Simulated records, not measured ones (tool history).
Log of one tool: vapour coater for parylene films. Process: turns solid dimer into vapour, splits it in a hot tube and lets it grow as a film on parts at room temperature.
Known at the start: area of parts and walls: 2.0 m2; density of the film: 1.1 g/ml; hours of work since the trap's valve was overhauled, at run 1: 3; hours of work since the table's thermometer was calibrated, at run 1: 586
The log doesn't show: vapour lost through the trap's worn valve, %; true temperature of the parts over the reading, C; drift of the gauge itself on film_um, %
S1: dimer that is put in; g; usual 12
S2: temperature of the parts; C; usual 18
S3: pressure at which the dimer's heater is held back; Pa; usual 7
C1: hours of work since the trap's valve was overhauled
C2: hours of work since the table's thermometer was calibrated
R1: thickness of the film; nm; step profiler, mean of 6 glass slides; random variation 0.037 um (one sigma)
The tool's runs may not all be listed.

run	hour	S1	S2	S3	C1	C2	R1
1	0	12	18	7	3	586	3800
2	38	12	18	7	32	614	3830
3	55.8	12	18	7	45	628	3830
4	92.6	12	18	6.57	73	655	3800
5	120.1	12	18	6.57	94	676	3750
6	154.7	12	18	7	120	702	3680
7	196	12	18	7	151	733	3600
8	235.9	12	18	7	181	763	3550
9	267.9	12	18	11.32	205	787	3260
10	294.8	6	18	7	225	807	1760
# hour 300.6: trap's valve overhauled
11	315.8	12	18	2.54	11	820	4070
12	340.9	9	18	7	30	839	2560
13	360.8	9	25	11.74	45	854	1640
14	394.7	9	26	10.64	71	879	1610
# hour 411.3: trap's valve overhauled, once more
15	435.9	13	12	10.64	19	907	5010
16	473.9	13	23	4.16	47	936	3580
17	503	11	23	6.59	69	958	2740
18	539.8	8	23	6.59	97	985	1940
19	566.3	11	12	7	116	1005	4350
20	600.8	16	18	8.17	142	1031	4730
21	634.8	16	18	8.17	168	1057	4690
22	673.9	10	16	3.98	197	1086	3580
23	710.2	10	16	3.98	225	1113	3580

Hidden state or all else? Some run-to-run changes of R1, split into what the settings, what came in and random variation would give without the hidden state, and what is left for the hidden state (with any gauge scatter that isn't in both results):
Run 10 -> 11: S1 6 -> 12, S3 7 -> 2.54, trap's valve overhauled. R1 +2310 nm: hidden state -380, all else +2690.
Run 11 -> 12: S1 12 -> 9, S3 2.54 -> 7. R1 -1510 nm: hidden state +180, all else -1690.
Run 14 -> 15: S1 9 -> 13, S2 26 -> 12, trap's valve overhauled, once more. R1 +3400 nm: hidden state +160, all else +3240.
Run 18 -> 19: S1 8 -> 11, S2 23 -> 12, S3 6.59 -> 7. R1 +2410 nm: hidden state -160, all else +2570.
